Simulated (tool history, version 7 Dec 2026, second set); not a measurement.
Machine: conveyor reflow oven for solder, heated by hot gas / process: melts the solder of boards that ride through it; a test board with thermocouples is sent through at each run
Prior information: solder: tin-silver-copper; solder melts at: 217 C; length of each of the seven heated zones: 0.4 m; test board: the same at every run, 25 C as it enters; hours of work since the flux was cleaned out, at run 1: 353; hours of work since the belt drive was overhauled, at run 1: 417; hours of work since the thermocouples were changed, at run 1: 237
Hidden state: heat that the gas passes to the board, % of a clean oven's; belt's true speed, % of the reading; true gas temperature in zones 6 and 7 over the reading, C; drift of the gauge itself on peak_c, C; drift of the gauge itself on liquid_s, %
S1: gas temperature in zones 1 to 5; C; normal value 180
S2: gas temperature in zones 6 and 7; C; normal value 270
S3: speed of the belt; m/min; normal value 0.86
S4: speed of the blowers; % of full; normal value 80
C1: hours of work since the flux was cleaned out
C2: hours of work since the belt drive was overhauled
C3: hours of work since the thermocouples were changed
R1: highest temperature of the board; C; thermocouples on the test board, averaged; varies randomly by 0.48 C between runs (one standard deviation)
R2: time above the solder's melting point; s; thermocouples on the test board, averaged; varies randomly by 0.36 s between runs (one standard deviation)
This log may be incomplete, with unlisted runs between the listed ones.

run,hour,S1,S2,S3,S4,C1,C2,C3,R1,R2
1,0,180,270,0.86,80,353,417,237,255,45.3
2,52.8,180,270,0.86,80,378,441,261,254.5,44.6
3,126.3,180,270,0.86,80,411,475,295,254.6,44.8
4,186.1,180,270,0.86,80,438,502,322,254,44.7
# hour 226.2: flux residue cleaned out of gas plates and filters
5,250.8,180,270,0.86,80,11,529,350,256.9,47.3
6,317.6,180,270,0.86,80,42,560,380,256.9,46.1
7,373.5,180,270,0.86,80,67,585,406,256.3,46.5
8,442.2,180,270,0.86,77,99,617,437,255.9,46.1
9,514.3,180,270,0.86,77,132,649,470,255.1,45.2
10,572.7,177,270,0.86,80,158,676,497,255,44.4
11,621.7,180,261,0.86,80,181,699,519,248.1,41.7
12,657.6,180,261,0.86,80,197,715,535,247.6,41.8
13,710.7,180,261,0.86,80,221,739,560,246.6,41.1
14,776.4,180,270,0.86,80,251,769,590,255.3,45.1
15,809.2,180,270,0.86,80,266,784,605,253.7,45.4
16,845.9,174,270,0.974,69,283,801,621,246.1,33.3
17,901.5,175,264,0.724,69,309,826,647,251.2,49.8
18,963.1,181,284,0.857,62,337,855,675,261.2,47.1
19,1008.2,181,284,0.857,62,357,875,696,261,47.4
20,1071,181,284,0.857,62,386,904,724,260.5,47.2
21,1116.6,181,284,0.857,62,407,925,745,260.9,47.8
# hour 1122.5: thermocouples of zones 6 and 7 changed
22,1166.8,195,270,0.86,77,429,947,20,257.4,51.5
23,1204.3,180,271,0.969,80,446,964,37,251.5,38.2
# hour 1227.9: flux residue cleaned out of gas plates and filters
24,1253.9,180,267,0.945,80,12,984,58,252.2,40.1
25,1294,177,281,0.765,61,30,1002,76,264.7,54
26,1336.6,177,281,0.765,61,50,1022,96,264.5,54.3
27,1402.3,177,281,0.765,61,80,1052,126,264.3,54.1
28,1451.1,180,270,0.86,69,102,1074,148,253.7,45.3
29,1501.2,180,270,0.86,69,125,1097,171,252.8,44.8
30,1536.7,180,270,0.86,69,141,1113,187,253.5,44.9

Table of differences, measured result less the result of that run with no hidden state. Run-to-run variation is the same in both. Gauge scatter possibly is not:
run,R1,R2
1,-2.6,-1.2
2,-2.8,-1.3
3,-3.1,-1.5
4,-3.3,-1.6
5,-0.9,+0
6,-1.1,+0
7,-1.3,-0.2
8,-1.6,-0.3
9,-1.9,-0.5
10,-2.1,-0.7
11,-2.3,-1
12,-2.4,-1.1
13,-2.6,-1.2
14,-3,-0.9
15,-3.1,-1.1
16,-3.4,-1.7
17,-3.2,-1.5
18,-3.7,-1.1
19,-3.9,-1.2
20,-4.2,-1.2
21,-4.4,-1.4
22,-2.2,-0.3
23,-3.3,-1.3
24,+0,+0.6
25,-0.1,+0.9
26,-0.2,+0.8
27,-0.5,+0.6
28,-0.7,+0.4
29,-0.9,+0.3
30,-1.1,+0.1

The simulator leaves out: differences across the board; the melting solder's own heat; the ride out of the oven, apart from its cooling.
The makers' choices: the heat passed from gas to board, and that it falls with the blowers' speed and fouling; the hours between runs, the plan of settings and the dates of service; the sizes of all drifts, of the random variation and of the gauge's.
